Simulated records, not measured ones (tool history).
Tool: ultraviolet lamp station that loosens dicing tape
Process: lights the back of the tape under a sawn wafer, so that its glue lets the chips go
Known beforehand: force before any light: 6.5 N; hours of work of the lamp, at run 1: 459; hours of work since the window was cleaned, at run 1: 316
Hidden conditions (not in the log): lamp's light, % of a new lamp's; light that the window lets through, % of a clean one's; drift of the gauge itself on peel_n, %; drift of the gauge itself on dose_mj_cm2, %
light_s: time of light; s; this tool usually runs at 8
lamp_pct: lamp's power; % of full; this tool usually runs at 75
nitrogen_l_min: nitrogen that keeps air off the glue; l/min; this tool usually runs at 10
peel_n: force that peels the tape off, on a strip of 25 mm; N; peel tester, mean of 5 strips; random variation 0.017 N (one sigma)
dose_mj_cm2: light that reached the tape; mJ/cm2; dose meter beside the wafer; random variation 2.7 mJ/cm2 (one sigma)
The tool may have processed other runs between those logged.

| run | hour | light_s | lamp_pct | nitrogen_l_min | hours of work of the lamp | hours of work since the window was cleaned | peel_n | dose_mj_cm2 |
|---|---|---|---|---|---|---|---|---|
| 1 | 0 | 8 | 75 | 10 | 459 | 316 | 0.807 | 352 |
| 2 | 13.8 | 8 | 75 | 10 | 470 | 327 | 0.837 | 360 |
| 3 | 26.9 | 8 | 75 | 10 | 480 | 337 | 0.835 | 354 |
| 4 | 43.8 | 8 | 75 | 4 | 494 | 350 | 1.485 | 355 |
| 5 | 54.8 | 8 | 75 | 16 | 502 | 359 | 0.617 | 357 |
| 6 | 69.1 | 8 | 75 | 3 | 513 | 370 | 1.751 | 354 |
| 7 | 87.8 | 5 | 75 | 10 | 528 | 385 | 1.678 | 220 |
| 8 | 102.9 | 5 | 75 | 3 | 540 | 397 | 2.9 | 222 |
| 9 | 120.6 | 5 | 75 | 3 | 554 | 411 | 2.878 | 221 |
| 10 | 135.8 | 5 | 75 | 3 | 566 | 423 | 2.893 | 222 |
| 11 | 152.6 | 5 | 75 | 3 | 579 | 436 | 2.838 | 218 |
| 12 | 169.1 | 5 | 75 | 3 | 592 | 449 | 2.892 | 221 |
| 13 | 182.4 | 10 | 71 | 10 | 603 | 459 | 0.6 | 422 |
| 14 | 192.7 | 5 | 88 | 3 | 611 | 467 | 2.427 | 257 |
|  | 197.4 | window cleaned of glue's vapour |
| 15 | 212.1 | 11 | 66 | 5 | 625 | 12 | 0.99 | 429 |
| 16 | 229.1 | 8 | 89 | 6 | 639 | 25 | 0.902 | 424 |
| 17 | 248.7 | 11 | 63 | 16 | 654 | 40 | 0.453 | 414 |
| 18 | 258.9 | 11 | 72 | 16 | 662 | 48 | 0.373 | 473 |
| 19 | 268.6 | 9 | 72 | 5 | 670 | 56 | 1.169 | 384 |
| 20 | 277.9 | 9 | 72 | 19 | 677 | 63 | 0.477 | 384 |
| 21 | 290.2 | 4 | 75 | 16 | 687 | 73 | 1.777 | 181 |
| 22 | 305.7 | 11 | 75 | 18 | 699 | 85 | 0.311 | 489 |

Take each entry between the runs: how does the hidden state at the last listed run before it differ from the hidden state at the first listed run after it?
From run 14 to run 15: window cleaned of glue's vapour (hour 197.4)
  light that the window lets through, % of a clean one's: 99.8 -> 100
